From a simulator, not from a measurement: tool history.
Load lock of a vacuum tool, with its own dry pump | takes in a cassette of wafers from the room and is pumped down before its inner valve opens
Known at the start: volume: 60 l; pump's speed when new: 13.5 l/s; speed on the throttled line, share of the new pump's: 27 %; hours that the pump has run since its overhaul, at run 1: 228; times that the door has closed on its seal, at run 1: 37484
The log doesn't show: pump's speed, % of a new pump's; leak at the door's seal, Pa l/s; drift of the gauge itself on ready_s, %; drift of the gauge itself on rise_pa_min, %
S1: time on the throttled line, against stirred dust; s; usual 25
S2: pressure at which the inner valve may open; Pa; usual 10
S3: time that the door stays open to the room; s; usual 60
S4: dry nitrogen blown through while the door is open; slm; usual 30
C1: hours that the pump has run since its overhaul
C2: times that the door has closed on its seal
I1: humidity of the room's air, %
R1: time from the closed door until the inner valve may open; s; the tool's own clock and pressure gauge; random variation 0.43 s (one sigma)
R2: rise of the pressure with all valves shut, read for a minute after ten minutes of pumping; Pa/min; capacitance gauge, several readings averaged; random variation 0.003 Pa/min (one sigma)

run 1 hour=0.0 | S1=25 S2=10 S3=60 S4=30 | C1=228 C2=37484 | I1=47.5 | R1=60.1 R2=0.200
run 2 hour=109.1 | S1=25 S2=10 S3=60 S4=30 | C1=337 C2=37874 | I1=45.8 | R1=60.2 R2=0.205
run 3 hour=177.5 | S1=25 S2=17 S3=60 S4=30 | C1=405 C2=38117 | I1=46.0 | R1=57.4 R2=0.205
run 4 hour=273.6 | S1=25 S2=17 S3=60 S4=30 | C1=501 C2=38460 | I1=43.9 | R1=57.5 R2=0.208
run 5 hour=389.7 | S1=25 S2=17 S3=60 S4=30 | C1=617 C2=38874 | I1=47.6 | R1=56.5 R2=0.206
run 6 hour=493.4 | S1=25 S2=17 S3=60 S4=30 | C1=721 C2=39244 | I1=46.7 | R1=58.0 R2=0.213
run 7 hour=581.3 | S1=25 S2=17 S3=60 S4=30 | C1=809 C2=39558 | I1=47.6 | R1=57.5 R2=0.211
run 8 hour=660.2 | S1=25 S2=17 S3=60 S4=30 | C1=888 C2=39839 | I1=45.2 | R1=58.0 R2=0.214

The next listed run, before its measurement:
run 9 hour=755.9 | S1=25 S2=17 S3=60 S4=30 | C1=984 C2=40181 | I1=46.4 | R1=? R2=?

{"run 9": {"R1": 57.5, "R2": 0.216}}
Without the tool's hidden state the same run would have given R1 57.1 s, R2 0.012 Pa/min.
